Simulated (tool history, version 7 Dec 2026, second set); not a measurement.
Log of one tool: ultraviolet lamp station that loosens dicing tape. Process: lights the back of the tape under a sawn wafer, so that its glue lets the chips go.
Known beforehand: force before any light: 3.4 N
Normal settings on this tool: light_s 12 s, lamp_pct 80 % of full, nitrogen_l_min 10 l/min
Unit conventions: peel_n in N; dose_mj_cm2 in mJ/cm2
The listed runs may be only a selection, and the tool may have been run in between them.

{"run": 1, "hour": 0.0, "light_s": 12, "lamp_pct": 80, "nitrogen_l_min": 10, "peel_n": 0.311, "dose_mj_cm2": 557}
{"run": 2, "hour": 24.4, "light_s": 12, "lamp_pct": 80, "nitrogen_l_min": 10, "peel_n": 0.303, "dose_mj_cm2": 558}
{"run": 3, "hour": 35.1, "light_s": 12, "lamp_pct": 80, "nitrogen_l_min": 10, "peel_n": 0.32, "dose_mj_cm2": 551}
{"run": 4, "hour": 57.9, "light_s": 12, "lamp_pct": 80, "nitrogen_l_min": 10, "peel_n": 0.307, "dose_mj_cm2": 546}
{"run": 5, "hour": 83.9, "light_s": 12, "lamp_pct": 80, "nitrogen_l_min": 10, "peel_n": 0.311, "dose_mj_cm2": 545}
{"run": 6, "hour": 105.5, "light_s": 11, "lamp_pct": 80, "nitrogen_l_min": 10, "peel_n": 0.351, "dose_mj_cm2": 506}
{"run": 7, "hour": 125.5, "light_s": 11, "lamp_pct": 80, "nitrogen_l_min": 10, "peel_n": 0.35, "dose_mj_cm2": 496}
{"run": 8, "hour": 139.1, "light_s": 8, "lamp_pct": 80, "nitrogen_l_min": 10, "peel_n": 0.541, "dose_mj_cm2": 363}
{"run": 9, "hour": 163.0, "light_s": 8, "lamp_pct": 80, "nitrogen_l_min": 10, "peel_n": 0.54, "dose_mj_cm2": 365}
{"run": 10, "hour": 186.9, "light_s": 8, "lamp_pct": 100, "nitrogen_l_min": 10, "peel_n": 0.395, "dose_mj_cm2": 450}
{"run": 11, "hour": 210.3, "light_s": 12, "lamp_pct": 80, "nitrogen_l_min": 9, "peel_n": 0.332, "dose_mj_cm2": 533}
{"run": 12, "hour": 224.9, "light_s": 12, "lamp_pct": 80, "nitrogen_l_min": 9, "peel_n": 0.345, "dose_mj_cm2": 528}
{"run": 13, "hour": 238.0, "light_s": 12, "lamp_pct": 80, "nitrogen_l_min": 9, "peel_n": 0.336, "dose_mj_cm2": 531}
{"run": 14, "hour": 257.6, "light_s": 12, "lamp_pct": 80, "nitrogen_l_min": 9, "peel_n": 0.333, "dose_mj_cm2": 526}
{"run": 15, "hour": 272.8, "light_s": 9, "lamp_pct": 80, "nitrogen_l_min": 10, "peel_n": 0.466, "dose_mj_cm2": 395}
{"run": 16, "hour": 293.2, "light_s": 9, "lamp_pct": 80, "nitrogen_l_min": 10, "peel_n": 0.484, "dose_mj_cm2": 392}
{"run": 17, "hour": 307.6, "light_s": 9, "lamp_pct": 80, "nitrogen_l_min": 10, "peel_n": 0.497, "dose_mj_cm2": 393}
{"run": 18, "hour": 330.7, "light_s": 23, "lamp_pct": 80, "nitrogen_l_min": 10, "peel_n": 0.192, "dose_mj_cm2": 1000}
{"run": 19, "hour": 353.6, "light_s": 23, "lamp_pct": 80, "nitrogen_l_min": 10, "peel_n": 0.2, "dose_mj_cm2": 981}
{"run": 20, "hour": 364.2, "light_s": 23, "lamp_pct": 80, "nitrogen_l_min": 10, "peel_n": 0.2, "dose_mj_cm2": 992}
{"run": 21, "hour": 386.8, "light_s": 12, "lamp_pct": 80, "nitrogen_l_min": 10, "peel_n": 0.343, "dose_mj_cm2": 512}
{"run": 22, "hour": 407.7, "light_s": 12, "lamp_pct": 80, "nitrogen_l_min": 10, "peel_n": 0.331, "dose_mj_cm2": 513}
{"run": 23, "hour": 420.2, "light_s": 23, "lamp_pct": 88, "nitrogen_l_min": 5, "peel_n": 0.219, "dose_mj_cm2": 1075}
{"run": 24, "hour": 443.2, "light_s": 23, "lamp_pct": 65, "nitrogen_l_min": 9, "peel_n": 0.228, "dose_mj_cm2": 794}
{"run": 25, "hour": 466.0, "light_s": 23, "lamp_pct": 65, "nitrogen_l_min": 9, "peel_n": 0.225, "dose_mj_cm2": 783}
{"run": 26, "hour": 487.1, "light_s": 23, "lamp_pct": 65, "nitrogen_l_min": 9, "peel_n": 0.227, "dose_mj_cm2": 785}
{"run": 27, "hour": 503.1, "light_s": 22, "lamp_pct": 63, "nitrogen_l_min": 9, "peel_n": 0.247, "dose_mj_cm2": 727}
{"run": 28, "hour": 514.9, "light_s": 12, "lamp_pct": 63, "nitrogen_l_min": 9, "peel_n": 0.523, "dose_mj_cm2": 396}
{"run": 29, "hour": 526.0, "light_s": 20, "lamp_pct": 63, "nitrogen_l_min": 8, "peel_n": 0.27, "dose_mj_cm2": 661}
{"run": 30, "hour": 536.5, "light_s": 23, "lamp_pct": 63, "nitrogen_l_min": 10, "peel_n": 0.226, "dose_mj_cm2": 750}
{"run": 31, "hour": 554.1, "light_s": 23, "lamp_pct": 83, "nitrogen_l_min": 13, "peel_n": 0.191, "dose_mj_cm2": 984}
{"run": 32, "hour": 574.2, "light_s": 23, "lamp_pct": 83, "nitrogen_l_min": 13, "peel_n": 0.19, "dose_mj_cm2": 980}
{"run": 33, "hour": 591.1, "light_s": 23, "lamp_pct": 83, "nitrogen_l_min": 8, "peel_n": 0.201, "dose_mj_cm2": 988}
{"run": 34, "hour": 606.2, "light_s": 6, "lamp_pct": 76, "nitrogen_l_min": 5, "peel_n": 1.319, "dose_mj_cm2": 231}
{"run": 35, "hour": 629.9, "light_s": 6, "lamp_pct": 76, "nitrogen_l_min": 5, "peel_n": 1.266, "dose_mj_cm2": 234}
{"run": 36, "hour": 640.4, "light_s": 16, "lamp_pct": 94, "nitrogen_l_min": 7, "peel_n": 0.246, "dose_mj_cm2": 769}
{"run": 37, "hour": 657.5, "light_s": 16, "lamp_pct": 94, "nitrogen_l_min": 7, "peel_n": 0.253, "dose_mj_cm2": 766}
{"run": 38, "hour": 681.9, "light_s": 21, "lamp_pct": 94, "nitrogen_l_min": 3, "peel_n": 0.278, "dose_mj_cm2": 994}
{"run": 39, "hour": 693.8, "light_s": 16, "lamp_pct": 78, "nitrogen_l_min": 8, "peel_n": 0.283, "dose_mj_cm2": 627}
{"run": 40, "hour": 709.0, "light_s": 13, "lamp_pct": 70, "nitrogen_l_min": 19, "peel_n": 0.291, "dose_mj_cm2": 453}
{"run": 41, "hour": 730.7, "light_s": 23, "lamp_pct": 96, "nitrogen_l_min": 5, "peel_n": 0.208, "dose_mj_cm2": 1103}
{"run": 42, "hour": 751.2, "light_s": 23, "lamp_pct": 96, "nitrogen_l_min": 5, "peel_n": 0.198, "dose_mj_cm2": 1089}
{"run": 43, "hour": 763.8, "light_s": 6, "lamp_pct": 95, "nitrogen_l_min": 5, "peel_n": 1.102, "dose_mj_cm2": 281}
{"run": 44, "hour": 789.8, "light_s": 6, "lamp_pct": 71, "nitrogen_l_min": 14, "peel_n": 0.969, "dose_mj_cm2": 209}

Consider 3 possible next runs. They are alternatives, not a sequence: every one starts from the tool as it was left by run 44. What does each give?
{"run": "A", "hour": 814.2, "light_s": 15, "lamp_pct": 83, "nitrogen_l_min": 20, "peel_n": "?", "dose_mj_cm2": "?"}
{"run": "B", "hour": 814.2, "light_s": 9, "lamp_pct": 71, "nitrogen_l_min": 6, "peel_n": "?", "dose_mj_cm2": "?"}
{"run": "C", "hour": 814.2, "light_s": 6, "lamp_pct": 63, "nitrogen_l_min": 14, "peel_n": "?", "dose_mj_cm2": "?"}

run=A peel_n=0.218 dose_mj_cm2=607
run=B peel_n=0.895 dose_mj_cm2=315
run=C peel_n=1.076 dose_mj_cm2=190
Take away the tool's hidden state, keep each run's random variation, and the runs would have read:
run=A peel_n=0.198 dose_mj_cm2=754
run=B peel_n=0.679 dose_mj_cm2=390
run=C peel_n=0.839 dose_mj_cm2=235
